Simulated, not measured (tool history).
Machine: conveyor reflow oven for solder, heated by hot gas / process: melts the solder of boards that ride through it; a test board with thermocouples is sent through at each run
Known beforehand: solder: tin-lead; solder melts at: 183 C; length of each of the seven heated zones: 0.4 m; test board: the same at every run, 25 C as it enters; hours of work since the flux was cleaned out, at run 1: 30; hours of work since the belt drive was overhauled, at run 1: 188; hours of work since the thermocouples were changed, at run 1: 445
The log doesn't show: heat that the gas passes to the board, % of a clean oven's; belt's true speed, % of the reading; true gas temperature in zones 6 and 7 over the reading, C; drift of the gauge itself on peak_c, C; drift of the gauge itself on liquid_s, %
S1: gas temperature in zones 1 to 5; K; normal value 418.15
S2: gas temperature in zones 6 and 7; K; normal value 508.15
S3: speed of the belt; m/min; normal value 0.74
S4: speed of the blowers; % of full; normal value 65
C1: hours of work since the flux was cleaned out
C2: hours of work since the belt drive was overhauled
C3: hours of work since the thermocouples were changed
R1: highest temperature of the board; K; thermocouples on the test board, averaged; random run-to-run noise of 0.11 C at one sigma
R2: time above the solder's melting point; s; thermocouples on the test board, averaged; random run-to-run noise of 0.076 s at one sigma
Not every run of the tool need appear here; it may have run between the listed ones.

run   hour      S1      S2     S3  S4   C1   C2   C3      R1     R2
  1      0  418.15  508.15   0.74  65   30  188  445  491.15  51.36
  2    9.4  418.15  508.15   0.74  75   36  194  451  492.35  52.54
  3   16.7  418.15  508.15   0.74  65   40  198  455  490.95  51.32
  4   24.5  418.15  508.15   0.74  68   45  203  460  491.15  51.75
  5   33.1  418.15  508.15  0.817  65   50  208  465  487.95  44.08
  6   41.4  418.15  497.15  0.817  65   55  213  470  478.45   37.1
  7   46.6  418.15  508.15   0.74  65   58  216  473  490.95   51.4
  8   54.1  414.15  508.15   0.74  65   63  221  478  490.25  49.52
  9   64.6  414.15  508.15   0.74  65   69  227  484  490.05  49.52
 10   75.6  414.15  508.15   0.74  65   76  234  491  490.05  49.43
 11   80.7  414.15  508.15   0.74  65   79  237  494  490.25  49.51
 12   87.4  414.15  508.15   0.74  65   83  241  498  490.05   49.5
 13   97.5  418.15  508.15   0.74  79   89  247  504  492.65  52.86
 14    108  403.15  499.15   0.74  80   95  253  510  482.25  40.98
 15  113.8  406.15  497.15   0.74  65   99  256  514  478.95   38.3
 16  124.3  403.15  498.15  0.605  89  105  263  520  487.75  57.44
 17  128.9  403.15  504.15  0.797  89  108  266  523  485.35  39.98
 18  135.2  403.15  504.15  0.797  89  112  269  527  485.05  39.97
 19  143.1  403.15  504.15  0.797  89  117  274  531  485.25  39.91
 20  149.7  403.15  504.15  0.835  89  121  278  535  483.75  36.73
 21  157.9  430.15  504.15  0.692  89  126  283  540  493.35  62.09
 22  164.6  418.15  507.15  0.601  65  130  287  544  495.25  67.75
 23  172.2  418.15  507.15  0.601  65  134  292  549  495.35  67.71

Alternative continuations, all from the tool just after run 23; predict every row:
  A  180.7  419.15  511.15   0.74  52  139  297  554   ?   ?
  B  180.7  408.15  507.15  0.601  65  139  297  554   ?   ?
  C  180.7  418.15  507.15  0.662  65  139  297  554   ?   ?

run      R1     R2
  A  491.05   51.4
  B  494.05  63.19
  C  492.85  59.42
With no hidden state in the tool, these same runs would have given:
run      R1     R2
  A  492.45  51.97
  B  495.65  63.76
  C  494.35  59.93

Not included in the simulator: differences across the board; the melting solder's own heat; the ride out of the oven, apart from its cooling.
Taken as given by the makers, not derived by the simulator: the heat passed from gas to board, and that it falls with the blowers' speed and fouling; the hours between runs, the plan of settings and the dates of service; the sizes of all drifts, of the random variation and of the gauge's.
